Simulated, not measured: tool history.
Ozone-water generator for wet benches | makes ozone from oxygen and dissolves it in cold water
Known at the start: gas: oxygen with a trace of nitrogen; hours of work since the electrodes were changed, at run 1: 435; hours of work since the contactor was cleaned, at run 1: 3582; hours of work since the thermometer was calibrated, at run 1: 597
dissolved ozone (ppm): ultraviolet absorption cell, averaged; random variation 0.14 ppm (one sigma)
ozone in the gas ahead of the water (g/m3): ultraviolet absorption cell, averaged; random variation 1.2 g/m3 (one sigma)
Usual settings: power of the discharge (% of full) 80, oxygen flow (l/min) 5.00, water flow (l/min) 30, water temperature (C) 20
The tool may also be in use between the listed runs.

run	hour	power of the discharge (% of full)	oxygen flow (l/min)	water flow (l/min)	water temperature (C)	hours of work since the electrodes were changed	hours of work since the contactor was cleaned	hours of work since the thermometer was calibrated	dissolved ozone (ppm)	ozone in the gas ahead of the water (g/m3)
1	0.0	80	5.00	30	20	435	3582	597	14.9	211.0
2	42.2	80	5.00	30	20	473	3620	636	14.8	213.8
3	75.7	80	5.00	26	20	504	3651	667	17.1	213.6
4	108.8	80	6.82	30	20	534	3681	697	14.3	171.5
5	152.3	44	5.00	30	20	574	3721	737	8.7	123.1
6	180.8	70	5.00	30	20	600	3747	763	13.2	187.2
7	226.6	70	5.00	30	20	642	3789	804	12.9	185.3
8	268.0	80	5.00	30	20	680	3827	842	14.7	208.8
9	287.6	80	5.00	30	20	697	3844	860	14.4	209.6
10	315.6	80	5.00	26	20	723	3870	886	16.7	209.3
11	355.3	80	5.00	30	24	759	3906	922	13.9	210.1
12	402.5	80	5.00	30	20	802	3949	965	14.6	209.0
13	444.9	80	5.00	30	20	841	3988	1004	14.7	208.8
14	471.5	80	5.00	36	20	866	4013	1028	12.4	208.3
15	516.2	80	5.00	36	20	906	4053	1069	12.3	207.5
16	563.2	80	3.65	45	18	949	4096	1112	9.5	253.5
17	600.4	80	5.00	22	15	983	4130	1146	20.3	207.3
18	633.2	80	5.00	22	15	1013	4160	1176	20.1	208.0
19	656.2	80	5.00	22	15	1034	4181	1197	20.5	209.4
20	677.0	80	5.00	27	20	1053	4200	1216	16.1	208.1
21	711.7	80	5.00	27	20	1085	4232	1248	16.0	208.0
22	751.1	80	5.00	43	15	1121	4268	1284	10.4	208.8
23	797.0	80	5.00	43	15	1163	4310	1326	10.8	205.5
24	837.9	80	5.00	43	15	1200	4347	1363	10.5	206.4
25	867.2	42	5.87	18	14	1227	4374	1390	13.5	105.9
26	901.4	42	5.87	18	14	1258	4405	1421	13.3	106.8
27	923.4	59	5.87	18	14	1279	4425	1441	18.2	142.9
28	951.6	59	5.87	18	14	1304	4451	1467	17.9	141.2
29	985.4	59	5.87	18	24	1335	4482	1498	15.1	142.9
30	1030.7	60	5.00	30	20	1377	4524	1539	11.1	159.6

The same runs without the tool's hidden state, with the same run-to-run variation:
The hidden state here: yield of the discharge, % of new electrodes'; contactor's efficiency, % of a clean one's; true water temperature over the reading, C; drift of the gauge itself on ozone_ppm, %; drift of the gauge itself on gas_g_m3, %.
run	dissolved ozone (ppm)	ozone in the gas ahead of the water (g/m3)
1	15.6	214.0
2	15.6	217.2
3	17.9	217.1
4	15.1	174.6
5	9.1	124.3
6	13.8	190.4
7	13.6	188.7
8	15.6	213.4
9	15.2	214.3
10	17.7	214.2
11	14.7	215.3
12	15.5	214.4
13	15.7	214.5
14	13.2	214.1
15	13.1	213.5
16	10.2	261.2
17	21.7	213.9
18	21.4	214.7
19	21.9	216.3
20	17.2	215.1
21	17.1	215.1
22	11.2	216.2
23	11.7	213.1
24	11.4	214.3
25	14.2	108.0
26	14.1	108.8
27	19.4	147.3
28	19.2	145.6
29	16.2	147.5
30	12.0	165.0

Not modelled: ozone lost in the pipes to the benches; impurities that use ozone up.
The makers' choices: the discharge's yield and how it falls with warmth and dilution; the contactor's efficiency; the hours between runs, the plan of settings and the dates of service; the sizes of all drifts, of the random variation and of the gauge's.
